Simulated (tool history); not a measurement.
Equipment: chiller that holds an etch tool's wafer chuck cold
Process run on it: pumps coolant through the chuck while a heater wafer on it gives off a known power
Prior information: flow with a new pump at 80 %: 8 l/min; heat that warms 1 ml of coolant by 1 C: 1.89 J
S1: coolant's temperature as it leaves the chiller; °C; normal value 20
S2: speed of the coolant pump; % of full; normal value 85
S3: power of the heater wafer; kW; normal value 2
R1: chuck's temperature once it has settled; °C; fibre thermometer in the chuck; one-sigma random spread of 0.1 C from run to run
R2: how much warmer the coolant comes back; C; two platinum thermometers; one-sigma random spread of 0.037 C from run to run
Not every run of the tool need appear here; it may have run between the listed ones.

run    hour  S1  S2     S3    R1     R2
  1       0  20  85      2    33   7.39
  2    77.1  20  85      2  33.1    7.4
  3   160.1  20  85      2  33.3   7.37
  4   233.4  20  85      2  33.3   7.35
  5     356  20  85      2  33.2   7.41
  6   439.4  20  85      2  33.3   7.39
  7   542.2  20  85      2  33.2   7.34
  8   595.1  20  85      2  33.3    7.3
  9   696.3  20  85      2  33.2   7.27
 10   815.9  20  85      2  33.2   7.31
 11   922.9  20  85      2  33.3   7.35
 12   976.3  20  85      2  33.2   7.31
 13  1036.6  20  85      2  33.4   7.29
 14  1125.6  20  85      2  33.2   7.18
 15  1198.2  27  86      2  40.1   7.25
 16  1274.2  13  60      2  31.2  10.82
 17  1358.7  20  72      2  35.3   8.72
 18  1421.9  20  72      2  35.5   8.68
 19  1531.5  20  69  2.792  42.4  12.89
     1596.8  -- chiller's thermometer calibrated
 20  1625.4  20  69  2.792  42.3  12.77
 21  1744.2  19  67  2.201  37.1  10.41
 22  1856.3  13  85  1.349    22   4.74
 23  1972.7  23  85      2    36   7.11
 24  2064.1  23  85      2  36.2    7.1
 25    2134  10  85  1.245  18.3   4.38
 26  2188.2  10  85  1.245  18.1   4.33
 27  2294.5  10  85  1.245  18.4    4.4

Consider 4 possible next runs. They are alternatives, not a sequence: every one starts from the tool as it was left by run 27. What does each give?
  A  2402.6  10  85  2.753   ?   ?
  B  2402.6  19  68  1.803   ?   ?
  C  2402.6  25  77  1.116   ?   ?
  D  2402.6  13  85  1.122   ?   ?

run    R1    R2
  A  28.2  9.85
  B  33.6  8.25
  C  33.2  4.34
  D  20.4  3.83
What these runs would have given with no unlogged condition in the tool:
run    R1     R2
  A  28.2  10.16
  B  33.6   8.56
  C  33.1   4.66
  D  20.4   4.14

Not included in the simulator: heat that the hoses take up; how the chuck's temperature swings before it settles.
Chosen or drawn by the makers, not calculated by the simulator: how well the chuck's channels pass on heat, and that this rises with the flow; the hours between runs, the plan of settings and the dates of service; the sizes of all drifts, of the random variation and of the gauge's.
